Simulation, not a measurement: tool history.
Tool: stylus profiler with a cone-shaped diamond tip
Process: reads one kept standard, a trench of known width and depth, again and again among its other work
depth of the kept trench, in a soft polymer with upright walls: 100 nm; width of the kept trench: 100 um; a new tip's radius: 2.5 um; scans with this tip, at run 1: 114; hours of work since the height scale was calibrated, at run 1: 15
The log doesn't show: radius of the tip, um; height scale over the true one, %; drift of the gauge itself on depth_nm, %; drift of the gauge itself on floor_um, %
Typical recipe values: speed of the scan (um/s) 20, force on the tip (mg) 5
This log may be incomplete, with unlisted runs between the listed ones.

| run | hour | speed of the scan (um/s) | force on the tip (mg) | scans with this tip | hours of work since the height scale was calibrated | depth of the trench (nm) | width of the trench's floor (um) |
|---|---|---|---|---|---|---|---|
| 1 | 0 | 20 | 5 | 114 | 15 | 102.44 | 98.57 |
| 2 | 14.7 | 20 | 3.15 | 187 | 25 | 101.97 | 98.58 |
| 3 | 25.3 | 20 | 3.15 | 239 | 32 | 101.86 | 98.5 |
| 4 | 35.1 | 20 | 3.15 | 288 | 39 | 101.88 | 98.53 |
| 5 | 43.6 | 20 | 5 | 329 | 44 | 102.48 | 98.57 |
| 6 | 57.7 | 20 | 5 | 399 | 54 | 102.53 | 98.48 |
| 7 | 69.8 | 20 | 5 | 459 | 62 | 102.51 | 98.48 |
| 8 | 82 | 20 | 5 | 519 | 70 | 102.56 | 98.55 |
|  | 83.7 | height scale calibrated on a step standard |
| 9 | 92.2 | 20 | 5 | 567 | 6 | 102.57 | 98.51 |
| 10 | 100 | 20 | 5 | 606 | 11 | 102.6 | 98.45 |
| 11 | 111.2 | 11 | 5 | 661 | 18 | 102.59 | 98.45 |
| 12 | 124.2 | 11 | 5 | 725 | 27 | 102.54 | 98.5 |
| 13 | 135.3 | 20 | 5 | 780 | 34 | 102.56 | 98.46 |
|  | 138.1 | height scale calibrated on a step standard, once more |
| 14 | 145.8 | 20 | 5 | 829 | 5 | 102.43 | 98.46 |
| 15 | 154.6 | 20 | 5 | 873 | 11 | 102.44 | 98.44 |
| 16 | 168.1 | 42 | 1.81 | 939 | 20 | 101.35 | 98.24 |
| 17 | 178.4 | 42 | 1.81 | 990 | 27 | 101.27 | 98.23 |
| 18 | 188.4 | 72 | 5 | 1040 | 33 | 102.49 | 98.29 |
| 19 | 197.7 | 72 | 5 | 1085 | 40 | 102.5 | 98.2 |
| 20 | 207.1 | 9 | 4.69 | 1132 | 46 | 102.38 | 98.53 |
| 21 | 219.3 | 9 | 4.69 | 1192 | 54 | 102.43 | 98.49 |
| 22 | 232.5 | 20 | 2.65 | 1257 | 63 | 101.68 | 98.44 |
| 23 | 239.6 | 8 | 11.05 | 1292 | 67 | 104.21 | 98.48 |
| 24 | 246.2 | 63 | 7.67 | 1325 | 72 | 103.47 | 98.33 |
| 25 | 256.3 | 14 | 2.33 | 1375 | 78 | 101.59 | 98.46 |

3 ways to go on from here, each from the tool as it stands after run 25. What would each give?
| A | 265.4 | 9 | 7.67 | 1419 | 84 | ? | ? |
| B | 265.4 | 65 | 10.62 | 1419 | 84 | ? | ? |
| C | 265.4 | 14 | 2.61 | 1419 | 84 | ? | ? |

| run | depth of the trench (nm) | width of the trench's floor (um) |
|---|---|---|
| A | 103.26 | 98.47 |
| B | 104.04 | 98.27 |
| C | 101.63 | 98.45 |
What these runs would have given with no unlogged condition in the tool:
| run | depth of the trench (nm) | width of the trench's floor (um) |
|---|---|---|
| A | 103.2 | 98.58 |
| B | 103.97 | 98.39 |
| C | 101.57 | 98.57 |
